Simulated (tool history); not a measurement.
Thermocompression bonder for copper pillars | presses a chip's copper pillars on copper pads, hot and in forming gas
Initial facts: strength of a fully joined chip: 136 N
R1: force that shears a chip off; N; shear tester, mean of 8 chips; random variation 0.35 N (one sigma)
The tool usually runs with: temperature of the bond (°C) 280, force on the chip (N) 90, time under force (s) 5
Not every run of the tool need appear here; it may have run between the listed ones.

run 1 day=0.000 | temperature_of_the_bond_(°C)=280 force_on_the_chip_(N)=90 time_under_force_(s)=5 | R1=101.3
run 2 day=0.846 | temperature_of_the_bond_(°C)=280 force_on_the_chip_(N)=90 time_under_force_(s)=5 | R1=101.1
run 3 day=1.671 | temperature_of_the_bond_(°C)=280 force_on_the_chip_(N)=90 time_under_force_(s)=5 | R1=100.9
run 4 day=3.150 | temperature_of_the_bond_(°C)=261 force_on_the_chip_(N)=90 time_under_force_(s)=5 | R1=84.6
run 5 day=4.017 | temperature_of_the_bond_(°C)=280 force_on_the_chip_(N)=90 time_under_force_(s)=8 | R1=110.7
run 6 day=5.129 | temperature_of_the_bond_(°C)=280 force_on_the_chip_(N)=90 time_under_force_(s)=8 | R1=110.8
run 7 day=6.658 | temperature_of_the_bond_(°C)=280 force_on_the_chip_(N)=90 time_under_force_(s)=8 | R1=110.6
run 8 day=7.325 | temperature_of_the_bond_(°C)=280 force_on_the_chip_(N)=88 time_under_force_(s)=5 | R1=98.8
run 9 day=8.800 | temperature_of_the_bond_(°C)=280 force_on_the_chip_(N)=88 time_under_force_(s)=15 | R1=120.6
run 10 day=10.042 | temperature_of_the_bond_(°C)=280 force_on_the_chip_(N)=90 time_under_force_(s)=5 | R1=99.9
run 11 day=11.033 | temperature_of_the_bond_(°C)=280 force_on_the_chip_(N)=90 time_under_force_(s)=5 | R1=99.4
run 12 day=11.929 | temperature_of_the_bond_(°C)=280 force_on_the_chip_(N)=90 time_under_force_(s)=8 | R1=109.1
run 13 day=13.146 | temperature_of_the_bond_(°C)=280 force_on_the_chip_(N)=90 time_under_force_(s)=8 | R1=110.0
run 14 day=14.408 | temperature_of_the_bond_(°C)=280 force_on_the_chip_(N)=90 time_under_force_(s)=8 | R1=109.1
run 15 day=15.892 | temperature_of_the_bond_(°C)=280 force_on_the_chip_(N)=125 time_under_force_(s)=5 | R1=114.3
run 16 day=17.096 | temperature_of_the_bond_(°C)=288 force_on_the_chip_(N)=125 time_under_force_(s)=5 | R1=121.5
run 17 day=18.208 | temperature_of_the_bond_(°C)=258 force_on_the_chip_(N)=90 time_under_force_(s)=5 | R1=82.0
run 18 day=19.371 | temperature_of_the_bond_(°C)=258 force_on_the_chip_(N)=90 time_under_force_(s)=3 | R1=70.3
run 19 day=20.850 | temperature_of_the_bond_(°C)=280 force_on_the_chip_(N)=90 time_under_force_(s)=5 | R1=99.9
run 20 day=21.625 | temperature_of_the_bond_(°C)=280 force_on_the_chip_(N)=90 time_under_force_(s)=5 | R1=100.2
run 21 day=22.612 | temperature_of_the_bond_(°C)=263 force_on_the_chip_(N)=134 time_under_force_(s)=11 | R1=122.1
run 22 day=23.333 | temperature_of_the_bond_(°C)=273 force_on_the_chip_(N)=59 time_under_force_(s)=8 | R1=82.5
run 23 day=24.379 | temperature_of_the_bond_(°C)=292 force_on_the_chip_(N)=112 time_under_force_(s)=12 | R1=128.8
run 24 day=25.467 | temperature_of_the_bond_(°C)=292 force_on_the_chip_(N)=112 time_under_force_(s)=12 | R1=128.8
run 25 day=26.950 | temperature_of_the_bond_(°C)=292 force_on_the_chip_(N)=112 time_under_force_(s)=12 | R1=129.5
run 26 day=28.200 | temperature_of_the_bond_(°C)=292 force_on_the_chip_(N)=112 time_under_force_(s)=12 | R1=129.2
run 27 day=29.417 | temperature_of_the_bond_(°C)=280 force_on_the_chip_(N)=62 time_under_force_(s)=5 | R1=78.7
run 28 day=30.862 | temperature_of_the_bond_(°C)=280 force_on_the_chip_(N)=62 time_under_force_(s)=5 | R1=78.5
run 29 day=32.029 | temperature_of_the_bond_(°C)=280 force_on_the_chip_(N)=62 time_under_force_(s)=5 | R1=78.9
run 30 day=33.067 | temperature_of_the_bond_(°C)=274 force_on_the_chip_(N)=90 time_under_force_(s)=5 | R1=93.6
run 31 day=34.146 | temperature_of_the_bond_(°C)=257 force_on_the_chip_(N)=90 time_under_force_(s)=13 | R1=102.9
run 32 day=35.192 | temperature_of_the_bond_(°C)=297 force_on_the_chip_(N)=70 time_under_force_(s)=3 | R1=85.7
run 33 day=36.746 | temperature_of_the_bond_(°C)=297 force_on_the_chip_(N)=70 time_under_force_(s)=3 | R1=85.4
run 34 day=37.779 | temperature_of_the_bond_(°C)=297 force_on_the_chip_(N)=70 time_under_force_(s)=3 | R1=84.8
run 35 day=38.454 | temperature_of_the_bond_(°C)=271 force_on_the_chip_(N)=90 time_under_force_(s)=11 | R1=108.5
run 36 day=39.729 | temperature_of_the_bond_(°C)=310 force_on_the_chip_(N)=68 time_under_force_(s)=4 | R1=99.2
run 37 day=40.792 | temperature_of_the_bond_(°C)=285 force_on_the_chip_(N)=104 time_under_force_(s)=3 | R1=97.6
run 38 day=41.579 | temperature_of_the_bond_(°C)=280 force_on_the_chip_(N)=101 time_under_force_(s)=3 | R1=92.0
run 39 day=42.646 | temperature_of_the_bond_(°C)=301 force_on_the_chip_(N)=86 time_under_force_(s)=8 | R1=116.9
run 40 day=43.754 | temperature_of_the_bond_(°C)=295 force_on_the_chip_(N)=104 time_under_force_(s)=9 | R1=122.1

Put back what was entered between runs (4 entries, withheld): which listed runs does each sit between, and how does the hidden state differ from the listed run before to the listed run after?
In the gap between runs 5 and 6: forming gas filter changed (day 5.129)
  oxide that the forming gas leaves, % of the face: 0.75 -> 0.5; drift of the gauge itself on shear_n, %: -0.55 -> -0.69
  measured value less the no-hidden-state value, R1: -0.9 -> -0.9 N
In the gap between runs 15 and 16: gauge calibrated (day 16.538)
  oxide that the forming gas leaves, % of the face: 0.64 -> 0.66; drift of the gauge itself on shear_n, %: -2.15 -> -0.08
  measured value less the no-hidden-state value, R1: -2.7 -> -0.3 N
In the gap between runs 22 and 23: heater calibrated with a thermocouple chip (day 24.046)
  true temperature of the bond over the reading, C: -0.2 -> 0; oxide that the forming gas leaves, % of the face: 0.74 -> 0.75; drift of the gauge itself on shear_n, %: -0.92 -> -1.05
  measured value less the no-hidden-state value, R1: -1.0 -> -1.7 N
In the gap between runs 23 and 24: forming gas filter changed (day 24.792)
  oxide that the forming gas leaves, % of the face: 0.75 -> 0.51; drift of the gauge itself on shear_n, %: -1.05 -> -1.2
  measured value less the no-hidden-state value, R1: -1.7 -> -1.6 N

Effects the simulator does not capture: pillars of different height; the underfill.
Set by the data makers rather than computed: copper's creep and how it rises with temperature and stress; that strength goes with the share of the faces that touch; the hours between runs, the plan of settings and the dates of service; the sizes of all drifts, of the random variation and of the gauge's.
